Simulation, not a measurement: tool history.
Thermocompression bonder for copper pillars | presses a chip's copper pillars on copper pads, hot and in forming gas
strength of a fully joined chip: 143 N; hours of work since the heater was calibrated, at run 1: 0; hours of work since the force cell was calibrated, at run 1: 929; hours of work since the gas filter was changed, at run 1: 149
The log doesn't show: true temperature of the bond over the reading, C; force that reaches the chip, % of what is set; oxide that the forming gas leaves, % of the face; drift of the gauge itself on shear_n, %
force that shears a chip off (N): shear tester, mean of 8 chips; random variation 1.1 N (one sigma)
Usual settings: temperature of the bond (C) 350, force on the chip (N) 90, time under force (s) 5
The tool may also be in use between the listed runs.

run	day	temperature of the bond (C)	force on the chip (N)	time under force (s)	hours of work since the heater was calibrated	hours of work since the force cell was calibrated	hours of work since the gas filter was changed	force that shears a chip off (N)
1	0	350	90	5	0	929	149	99.3
2	1.383	350	90	5	17	947	166	99.4
3	3.629	370	90	5	45	974	194	106.6
4	4.875	370	90	5	60	990	209	107.9
5	5.979	370	90	5	74	1004	223	106.5
6	7.338	370	90	11	91	1020	239	121.3
7	9.392	370	90	11	116	1046	265	120.4
8	10.612	370	90	11	131	1061	280	119.1
9	11.7	370	90	11	145	1074	293	118.4
10	12.858	350	124	5	159	1089	308	113.8
11	15.129	350	72	6	187	1117	336	84.8
12	16.192	323	78	5	200	1130	349	74.5
# day 17.692: forming gas filter changed
13	17.788	323	68	11	220	1149	1	92.4
14	19.767	323	68	11	245	1174	26	90.4
15	21.112	377	127	11	261	1191	42	137.3
16	22.638	350	73	4	280	1210	61	80.6

Measured less the same run without the tool's hidden state. The same run-to-run variation is in both; the gauge's scatter may not be:
run	force that shears a chip off (N)
1	-1.8
2	-2.2
3	-3.3
4	-3.7
5	-4.1
6	-5.6
7	-6.3
8	-6.8
9	-7.1
10	-7
11	-5.3
12	-4.8
13	+1.1
14	+0.5
15	-1
16	+0.1
